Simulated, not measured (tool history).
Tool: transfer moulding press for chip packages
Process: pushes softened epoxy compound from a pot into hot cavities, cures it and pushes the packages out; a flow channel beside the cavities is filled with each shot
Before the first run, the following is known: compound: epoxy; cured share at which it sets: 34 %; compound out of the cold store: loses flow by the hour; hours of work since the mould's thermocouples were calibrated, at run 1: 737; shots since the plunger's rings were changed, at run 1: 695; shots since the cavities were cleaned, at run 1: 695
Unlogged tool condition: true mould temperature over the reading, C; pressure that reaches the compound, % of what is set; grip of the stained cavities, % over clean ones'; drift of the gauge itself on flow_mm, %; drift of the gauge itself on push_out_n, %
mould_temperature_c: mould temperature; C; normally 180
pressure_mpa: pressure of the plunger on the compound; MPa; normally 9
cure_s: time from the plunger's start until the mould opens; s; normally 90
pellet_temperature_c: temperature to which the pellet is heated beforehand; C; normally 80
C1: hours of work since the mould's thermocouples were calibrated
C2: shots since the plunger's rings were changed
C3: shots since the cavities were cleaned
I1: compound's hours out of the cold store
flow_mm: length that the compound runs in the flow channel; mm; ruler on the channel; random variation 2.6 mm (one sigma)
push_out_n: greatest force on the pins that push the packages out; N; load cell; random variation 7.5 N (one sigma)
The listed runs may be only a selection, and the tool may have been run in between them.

{"run": 1, "day": 0.0, "mould_temperature_c": 180, "pressure_mpa": 9, "cure_s": 90, "pellet_temperature_c": 80, "C1": 737, "C2": 695, "C3": 695, "I1": 8.6, "flow_mm": 840, "push_out_n": 583}
{"day": 0.633, "done": "cavities cleaned with cleaning compound and waxed"}
{"day": 2.6, "done": "mould's thermocouples calibrated"}
{"day": 2.883, "done": "cavities cleaned with cleaning compound and waxed"}
{"run": 2, "day": 3.467, "mould_temperature_c": 180, "pressure_mpa": 9, "cure_s": 90, "pellet_temperature_c": 80, "C1": 15, "C2": 1951, "C3": 225, "I1": 18.6, "flow_mm": 801, "push_out_n": 424}
{"day": 5.279, "done": "cavities cleaned with cleaning compound and waxed"}
{"run": 3, "day": 6.412, "mould_temperature_c": 180, "pressure_mpa": 9, "cure_s": 89, "pellet_temperature_c": 80, "C1": 70, "C2": 3064, "C3": 438, "I1": 29.2, "flow_mm": 767, "push_out_n": 463}
{"day": 7.208, "done": "plunger's sealing rings changed"}
{"day": 7.7, "done": "cavities cleaned with cleaning compound and waxed"}
{"run": 4, "day": 9.571, "mould_temperature_c": 180, "pressure_mpa": 9, "cure_s": 89, "pellet_temperature_c": 80, "C1": 127, "C2": 889, "C3": 723, "I1": 36.7, "flow_mm": 781, "push_out_n": 526}
{"day": 9.896, "done": "cavities cleaned with cleaning compound and waxed"}
{"day": 12.162, "done": "cavities cleaned with cleaning compound and waxed"}
{"run": 5, "day": 13.1, "mould_temperature_c": 180, "pressure_mpa": 9, "cure_s": 89, "pellet_temperature_c": 80, "C1": 192, "C2": 2202, "C3": 362, "I1": 9, "flow_mm": 818, "push_out_n": 456}
{"day": 14.421, "done": "cavities cleaned with cleaning compound and waxed"}
{"run": 6, "day": 14.921, "mould_temperature_c": 181, "pressure_mpa": 9, "cure_s": 90, "pellet_temperature_c": 80, "C1": 226, "C2": 2879, "C3": 193, "I1": 47.8, "flow_mm": 730, "push_out_n": 369}
{"day": 16.217, "done": "plunger's sealing rings changed"}
{"day": 16.688, "done": "cavities cleaned with cleaning compound and waxed"}
{"run": 7, "day": 17.0, "mould_temperature_c": 180, "pressure_mpa": 9, "cure_s": 90, "pellet_temperature_c": 80, "C1": 262, "C2": 278, "C3": 122, "I1": 12.7, "flow_mm": 837, "push_out_n": 377}
{"day": 18.908, "done": "cavities cleaned with cleaning compound and waxed"}
{"run": 8, "day": 20.508, "mould_temperature_c": 180, "pressure_mpa": 9, "cure_s": 90, "pellet_temperature_c": 80, "C1": 328, "C2": 1606, "C3": 616, "I1": 29.9, "flow_mm": 784, "push_out_n": 494}
{"day": 21.288, "done": "cavities cleaned with cleaning compound and waxed"}
{"day": 21.667, "done": "cavities cleaned with cleaning compound and waxed, once more"}
{"day": 23.996, "done": "cavities cleaned with cleaning compound and waxed"}
{"run": 9, "day": 23.996, "mould_temperature_c": 180, "pressure_mpa": 9, "cure_s": 90, "pellet_temperature_c": 80, "C1": 391, "C2": 2879, "C3": 0, "I1": 10.5, "flow_mm": 805, "push_out_n": 322}
{"day": 25.362, "done": "plunger's sealing rings changed"}
{"day": 26.396, "done": "cavities cleaned with cleaning compound and waxed"}
{"run": 10, "day": 27.35, "mould_temperature_c": 180, "pressure_mpa": 9, "cure_s": 90, "pellet_temperature_c": 84, "C1": 452, "C2": 742, "C3": 367, "I1": 42.8, "flow_mm": 769, "push_out_n": 432}
{"day": 28.725, "done": "cavities cleaned with cleaning compound and waxed"}
{"run": 11, "day": 29.729, "mould_temperature_c": 180, "pressure_mpa": 9, "cure_s": 115, "pellet_temperature_c": 84, "C1": 496, "C2": 1636, "C3": 388, "I1": 37.9, "flow_mm": 768, "push_out_n": 351}
{"day": 30.908, "done": "cavities cleaned with cleaning compound and waxed"}
{"day": 33.121, "done": "cavities cleaned with cleaning compound and waxed"}
{"run": 12, "day": 33.121, "mould_temperature_c": 180, "pressure_mpa": 9, "cure_s": 115, "pellet_temperature_c": 84, "C1": 558, "C2": 2896, "C3": 0, "I1": 45.8, "flow_mm": 742, "push_out_n": 244}
{"day": 34.371, "done": "plunger's sealing rings changed"}
{"run": 13, "day": 35.233, "mould_temperature_c": 180, "pressure_mpa": 9, "cure_s": 115, "pellet_temperature_c": 84, "C1": 596, "C2": 333, "C3": 775, "I1": 11.8, "flow_mm": 837, "push_out_n": 416}
{"day": 35.621, "done": "cavities cleaned with cleaning compound and waxed"}
{"run": 14, "day": 37.071, "mould_temperature_c": 179, "pressure_mpa": 9.67, "cure_s": 121, "pellet_temperature_c": 80, "C1": 630, "C2": 1019, "C3": 561, "I1": 8, "flow_mm": 871, "push_out_n": 381}
{"day": 37.817, "done": "cavities cleaned with cleaning compound and waxed"}
{"run": 15, "day": 39.304, "mould_temperature_c": 186, "pressure_mpa": 9, "cure_s": 90, "pellet_temperature_c": 77, "C1": 671, "C2": 1856, "C3": 574, "I1": 22.1, "flow_mm": 776, "push_out_n": 397}
{"day": 39.975, "done": "cavities cleaned with cleaning compound and waxed"}
{"day": 42.121, "done": "cavities cleaned with cleaning compound and waxed"}
{"run": 16, "day": 42.767, "mould_temperature_c": 186, "pressure_mpa": 9, "cure_s": 90, "pellet_temperature_c": 77, "C1": 735, "C2": 3144, "C3": 250, "I1": 18.9, "flow_mm": 775, "push_out_n": 329}
{"day": 43.579, "done": "plunger's sealing rings changed"}
{"day": 44.475, "done": "cavities cleaned with cleaning compound and waxed"}
{"day": 45.438, "done": "mould's thermocouples calibrated"}
{"run": 17, "day": 45.462, "mould_temperature_c": 186, "pressure_mpa": 7.8, "cure_s": 90, "pellet_temperature_c": 71, "C1": 0, "C2": 671, "C3": 349, "I1": 9.3, "flow_mm": 754, "push_out_n": 353}
{"day": 46.938, "done": "cavities cleaned with cleaning compound and waxed"}
{"run": 18, "day": 48.667, "mould_temperature_c": 186, "pressure_mpa": 7.8, "cure_s": 90, "pellet_temperature_c": 71, "C1": 60, "C2": 1883, "C3": 667, "I1": 41.4, "flow_mm": 686, "push_out_n": 431}
{"day": 49.321, "done": "cavities cleaned with cleaning compound and waxed"}
{"run": 19, "day": 50.654, "mould_temperature_c": 172, "pressure_mpa": 8.05, "cure_s": 90, "pellet_temperature_c": 80, "C1": 97, "C2": 2626, "C3": 515, "I1": 24.2, "flow_mm": 766, "push_out_n": 866}
{"day": 51.558, "done": "cavities cleaned with cleaning compound and waxed"}
{"day": 52.717, "done": "plunger's sealing rings changed"}
{"run": 20, "day": 52.912, "mould_temperature_c": 180, "pressure_mpa": 9.42, "cure_s": 90, "pellet_temperature_c": 74, "C1": 137, "C2": 76, "C3": 483, "I1": 46.7, "flow_mm": 791, "push_out_n": 472}
{"day": 54.025, "done": "cavities cleaned with cleaning compound and waxed"}
{"run": 21, "day": 55.083, "mould_temperature_c": 180, "pressure_mpa": 9.42, "cure_s": 90, "pellet_temperature_c": 74, "C1": 177, "C2": 889, "C3": 408, "I1": 15.4, "flow_mm": 842, "push_out_n": 482}
{"day": 56.333, "done": "cavities cleaned with cleaning compound and waxed"}
{"run": 22, "day": 56.854, "mould_temperature_c": 186, "pressure_mpa": 9.42, "cure_s": 125, "pellet_temperature_c": 89, "C1": 210, "C2": 1549, "C3": 201, "I1": 33.8, "flow_mm": 774, "push_out_n": 290}

Each row is a separate what-if for the run after 22, all from the same tool condition, not one after another. Results?
{"day": 58.6, "done": "cavities cleaned with cleaning compound and waxed"}
{"run": "A", "day": 58.675, "mould_temperature_c": 180, "pressure_mpa": 9.29, "cure_s": 113, "pellet_temperature_c": 80, "C1": 243, "C2": 2226, "C3": 27, "I1": 23.8, "flow_mm": "?", "push_out_n": "?"}
{"day": 58.6, "done": "cavities cleaned with cleaning compound and waxed"}
{"run": "B", "day": 58.675, "mould_temperature_c": 186, "pressure_mpa": 9.39, "cure_s": 125, "pellet_temperature_c": 89, "C1": 243, "C2": 2226, "C3": 27, "I1": 43.4, "flow_mm": "?", "push_out_n": "?"}
{"day": 58.6, "done": "cavities cleaned with cleaning compound and waxed"}
{"run": "C", "day": 58.675, "mould_temperature_c": 180, "pressure_mpa": 9, "cure_s": 129, "pellet_temperature_c": 80, "C1": 243, "C2": 2226, "C3": 27, "I1": 24.7, "flow_mm": "?", "push_out_n": "?"}

run=A flow_mm=799 push_out_n=254
run=B flow_mm=747 push_out_n=227
run=C flow_mm=782 push_out_n=237
What these runs would have given with no unlogged condition in the tool:
run=A flow_mm=826 push_out_n=240
run=B flow_mm=773 push_out_n=215
run=C flow_mm=809 push_out_n=225
